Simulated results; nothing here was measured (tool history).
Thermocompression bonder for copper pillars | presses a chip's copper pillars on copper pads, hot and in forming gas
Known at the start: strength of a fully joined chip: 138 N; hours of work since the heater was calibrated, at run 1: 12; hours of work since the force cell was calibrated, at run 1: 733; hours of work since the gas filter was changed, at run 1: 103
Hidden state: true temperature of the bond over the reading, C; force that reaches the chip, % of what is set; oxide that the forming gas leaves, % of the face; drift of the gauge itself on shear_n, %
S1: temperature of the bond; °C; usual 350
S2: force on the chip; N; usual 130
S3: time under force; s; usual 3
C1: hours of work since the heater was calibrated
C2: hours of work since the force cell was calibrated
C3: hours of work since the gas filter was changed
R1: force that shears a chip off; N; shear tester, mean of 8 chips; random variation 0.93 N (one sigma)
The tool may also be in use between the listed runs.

run,hour,S1,S2,S3,C1,C2,C3,R1
1,0.0,350,130,3,12,733,103,78.7
2,34.3,350,130,3,34,755,124,79.6
3,50.5,350,130,3,44,765,134,79.4
4,83.9,350,130,3,65,786,155,78.4
5,110.7,350,130,3,81,802,172,77.6
# hour 131.4: forming gas filter changed
6,133.0,350,130,3,95,816,1,76.9
7,148.9,350,130,3,105,826,11,78.6
8,172.7,350,130,3,120,841,26,79.2
9,205.7,350,130,5,140,862,47,88.8
10,226.5,362,130,3,153,875,59,87.1
11,259.0,362,170,3,174,895,80,106.7
12,285.7,362,170,3,190,912,97,107.7
13,310.1,362,170,3,206,927,112,105.8
# hour 340.1: force cell calibrated
14,346.5,350,79,3,228,4,134,45.5
15,380.1,350,79,3,249,25,155,45.8
16,413.6,350,79,3,270,46,176,44.8
# hour 430.6: forming gas filter changed
17,436.8,350,130,6,284,60,4,96.0
18,467.4,350,130,6,303,79,23,93.6
19,497.6,347,141,4,322,98,42,90.4
20,531.4,347,141,4,343,119,63,89.8
21,553.1,347,141,4,356,133,77,88.0
22,584.4,361,119,4,376,152,96,85.2
23,602.7,361,119,4,387,164,108,87.3
24,620.2,345,130,4,398,175,119,82.2
25,648.9,345,130,4,416,193,136,80.8

The next listed run, before its measurement:
26,663.8,345,130,2,426,202,146,?

{"run 26": {"R1": 64.3}}
Without the tool's hidden state the same run would have given R1 64.6 N.
